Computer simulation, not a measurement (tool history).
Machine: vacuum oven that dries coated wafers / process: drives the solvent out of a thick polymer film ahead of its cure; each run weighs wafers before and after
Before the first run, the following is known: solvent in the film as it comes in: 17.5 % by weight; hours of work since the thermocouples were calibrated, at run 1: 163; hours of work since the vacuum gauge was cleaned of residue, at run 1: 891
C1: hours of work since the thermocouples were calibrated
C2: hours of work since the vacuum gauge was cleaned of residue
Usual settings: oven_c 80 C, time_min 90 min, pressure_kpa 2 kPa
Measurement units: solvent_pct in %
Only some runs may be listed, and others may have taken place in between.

Run 1, hour 0: usual settings; C1 163; C2 891. Result: solvent_pct 1.13 %.
Run 2, hour 81: usual settings; C1 227; C2 955. Result: solvent_pct 1.04 %.
Run 3, hour 123.2: usual settings; C1 261; C2 989. Result: solvent_pct 1.21 %.
Run 4, hour 175.8: usual settings; C1 302; C2 1030. Result: solvent_pct 1.14 %.
Run 5, hour 254.8: usual settings; C1 365; C2 1093. Result: solvent_pct 1.21 %.
Run 6, hour 315: usual settings; C1 413; C2 1141. Result: solvent_pct 1.15 %.
Run 7, hour 394.7: usual settings; C1 476; C2 1204. Result: solvent_pct 1.19 %.
Run 8, hour 446.7: usual settings but oven_c 77 C, time_min 50 min, pressure_kpa 1.02 kPa; C1 517; C2 1245. Result: solvent_pct 4.03 %.
Run 9, hour 522.1: usual settings but oven_c 93 C, time_min 117 min, pressure_kpa 1.09 kPa; C1 577; C2 1305. Result: solvent_pct 0.19 %.
Run 10, hour 580.9: usual settings but pressure_kpa 2.22 kPa; C1 623; C2 1351. Result: solvent_pct 1.28 %.
Run 11, hour 648.7: usual settings but oven_c 77 C, time_min 110 min, pressure_kpa 5.96 kPa; C1 677; C2 1405. Result: solvent_pct 2.38 %.
Run 12, hour 720: usual settings but oven_c 85 C, time_min 110 min, pressure_kpa 5.96 kPa; C1 733; C2 1461. Result: solvent_pct 1.23 %.
Run 13, hour 787.1: usual settings but oven_c 76 C, time_min 52 min, pressure_kpa 1.82 kPa; C1 787; C2 1515. Result: solvent_pct 4.55 %.
Run 14, hour 847.2: usual settings but oven_c 76 C, time_min 49 min, pressure_kpa 3.38 kPa; C1 834; C2 1562. Result: solvent_pct 5.12 %.

Here are 4 independent what-if runs from the current tool condition. What would each one return?
Run A, hour 895.5: usual settings but oven_c 78 C, time_min 77 min, pressure_kpa 2.45 kPa; C1 872; C2 1600. Result: solvent_pct ?.
Run B, hour 895.5: usual settings but oven_c 75 C, time_min 49 min, pressure_kpa 3.38 kPa; C1 872; C2 1600. Result: solvent_pct ?.
Run C, hour 895.5: usual settings but oven_c 73 C, time_min 114 min, pressure_kpa 3.45 kPa; C1 872; C2 1600. Result: solvent_pct ?.
Run D, hour 895.5: usual settings but time_min 147 min; C1 872; C2 1600. Result: solvent_pct ?.

run  solvent_pct
  A         2.33
  B         5.68
  C         2.77
  D         0.68
The same runs, with their run-to-run variation unchanged, on a tool lacking any hidden condition would have given:
run  solvent_pct
  A         1.86
  B         5.05
  C         2.25
  D          0.5

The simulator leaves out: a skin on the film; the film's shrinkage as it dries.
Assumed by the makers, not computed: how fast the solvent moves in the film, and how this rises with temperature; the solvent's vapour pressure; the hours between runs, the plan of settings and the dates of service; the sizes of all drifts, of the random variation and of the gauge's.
